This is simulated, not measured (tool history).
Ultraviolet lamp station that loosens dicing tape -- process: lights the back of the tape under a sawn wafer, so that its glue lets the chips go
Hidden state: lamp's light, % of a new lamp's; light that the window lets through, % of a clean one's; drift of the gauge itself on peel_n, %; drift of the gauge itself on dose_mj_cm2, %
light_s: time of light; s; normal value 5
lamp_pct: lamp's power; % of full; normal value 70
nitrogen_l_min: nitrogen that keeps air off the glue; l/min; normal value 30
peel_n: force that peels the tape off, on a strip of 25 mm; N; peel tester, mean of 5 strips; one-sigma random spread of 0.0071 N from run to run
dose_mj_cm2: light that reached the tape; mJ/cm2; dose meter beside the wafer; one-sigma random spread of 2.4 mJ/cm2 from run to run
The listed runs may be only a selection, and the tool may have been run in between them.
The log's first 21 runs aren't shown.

run,hour,light_s,lamp_pct,nitrogen_l_min,hours of work of the lamp,hours of work since the window was cleaned,peel_n,dose_mj_cm2
22,147.4,5,66,30,191,622,0.436,222
23,151.8,9,66,42,193,624,0.083,404
# hour 157.1: window cleaned of glue's vapour
24,161.3,2,65,10,198,2,3.333,91
25,169.6,2,91,31,202,7,1.472,126
26,175.4,6,100,13,205,10,0.109,417
27,181.9,4,70,25,209,13,0.643,196
28,185.7,4,70,25,211,15,0.666,197
29,194.2,4,70,25,215,20,0.652,199
30,199.8,4,70,25,218,23,0.639,196
31,206.9,4,70,25,222,26,0.658,202
32,214.9,4,93,25,226,30,0.313,263
33,222.8,4,93,25,230,35,0.308,258
34,229.8,3,72,31,234,38,1.089,151
35,238.7,7,72,31,239,43,0.122,349
36,244.1,7,72,31,241,46,0.108,353
37,252.7,7,71,15,246,50,0.185,347
38,257.9,7,71,15,249,53,0.202,340
39,263.9,6,71,11,252,56,0.35,296
40,272.8,4,90,16,257,61,0.459,250
41,277.8,4,90,16,259,64,0.446,250
42,286.1,7,96,16,263,68,0.093,461
43,290.3,7,96,16,266,70,0.09,461

Forecast each of these 4 alternatives for the next run:
A,296.9,9,89,17,269,74,?,?
B,296.9,7,96,51,269,74,?,?
C,296.9,7,96,26,269,74,?,?
D,296.9,2,66,13,269,74,?,?

run,peel_n,dose_mj_cm2
A,0.07,554
B,0.073,458
C,0.079,464
D,3.074,91
Take away the tool's hidden state, keep each run's random variation, and the runs would have read:
run,peel_n,dose_mj_cm2
A,0.065,619
B,0.07,512
C,0.072,518
D,2.71,101
